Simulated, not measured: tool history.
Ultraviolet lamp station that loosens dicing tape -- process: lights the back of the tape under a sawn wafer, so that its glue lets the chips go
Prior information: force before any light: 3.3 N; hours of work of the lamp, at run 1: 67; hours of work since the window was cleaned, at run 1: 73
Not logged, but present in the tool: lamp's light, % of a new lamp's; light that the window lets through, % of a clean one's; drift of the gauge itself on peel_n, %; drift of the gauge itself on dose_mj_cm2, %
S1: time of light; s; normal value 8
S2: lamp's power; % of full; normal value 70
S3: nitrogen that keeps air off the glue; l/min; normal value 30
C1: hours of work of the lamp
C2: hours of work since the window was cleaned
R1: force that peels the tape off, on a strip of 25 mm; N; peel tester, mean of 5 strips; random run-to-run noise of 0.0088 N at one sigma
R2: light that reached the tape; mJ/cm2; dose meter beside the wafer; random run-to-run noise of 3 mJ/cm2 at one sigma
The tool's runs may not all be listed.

run	hour	S1	S2	S3	C1	C2	R1	R2
1	0	8	70	30	67	73	0.414	416
2	7.6	8	97	30	70	76	0.234	572
3	14	8	97	30	73	78	0.216	574
4	23.4	8	97	30	76	82	0.223	569
5	28.8	8	70	49	79	84	0.354	414
6	34.9	8	70	30	81	87	0.433	408
7	40.4	8	70	30	84	89	0.448	407
8	45.5	8	70	30	86	91	0.431	410
9	56.7	8	70	30	90	96	0.43	410
10	66.1	8	70	30	94	100	0.448	404
11	75.6	4	70	30	98	104	1.192	199
# hour 77.3: window cleaned of glue's vapour
12	84.7	4	77	30	102	3	1.064	222
13	94.9	4	77	30	106	7	1.048	217
14	104.6	4	77	30	110	11	1.101	222
15	111.9	8	70	30	113	14	0.459	400
16	118.4	8	70	30	116	17	0.444	398
# hour 124.5: window cleaned of glue's vapour, once more
17	124.8	8	70	30	118	0	0.452	409
18	134.8	8	70	30	122	4	0.454	400
19	144.3	13	78	49	126	8	0.116	732
20	153.1	8	65	31	130	12	0.498	378
21	160.2	8	65	31	133	15	0.521	371
22	167.4	4	81	13	136	18	1.339	235
23	174.6	4	81	13	139	21	1.279	229
24	184.3	7	70	15	143	25	0.749	344
25	194.8	11	70	37	147	29	0.226	544
26	206.3	15	70	46	152	34	0.098	743
27	214.1	8	72	53	155	37	0.349	404
28	224.8	8	72	53	160	42	0.369	402
29	233.7	8	72	43	163	45	0.402	396
30	245.4	8	84	30	168	50	0.333	468
31	257.4	7	87	33	173	55	0.402	421
32	267.7	7	87	33	178	60	0.386	419
33	274.4	8	70	42	180	62	0.409	380
34	284.6	8	70	42	185	67	0.445	380
35	294.6	8	70	42	189	71	0.429	379
36	302.9	8	70	42	192	74	0.447	382

Alternative continuations, all from the tool just after run 36; predict every row:
A	312.2	12	70	42	196	78	?	?
B	312.2	6	66	20	196	78	?	?
C	312.2	5	70	42	196	78	?	?
D	312.2	13	83	36	196	78	?	?

run	R1	R2
A	0.192	567
B	0.969	266
C	0.901	233
D	0.118	726
Without the tool's unlogged condition, the same runs would have read:
run	R1	R2
A	0.129	677
B	0.774	317
C	0.711	278
D	0.086	866

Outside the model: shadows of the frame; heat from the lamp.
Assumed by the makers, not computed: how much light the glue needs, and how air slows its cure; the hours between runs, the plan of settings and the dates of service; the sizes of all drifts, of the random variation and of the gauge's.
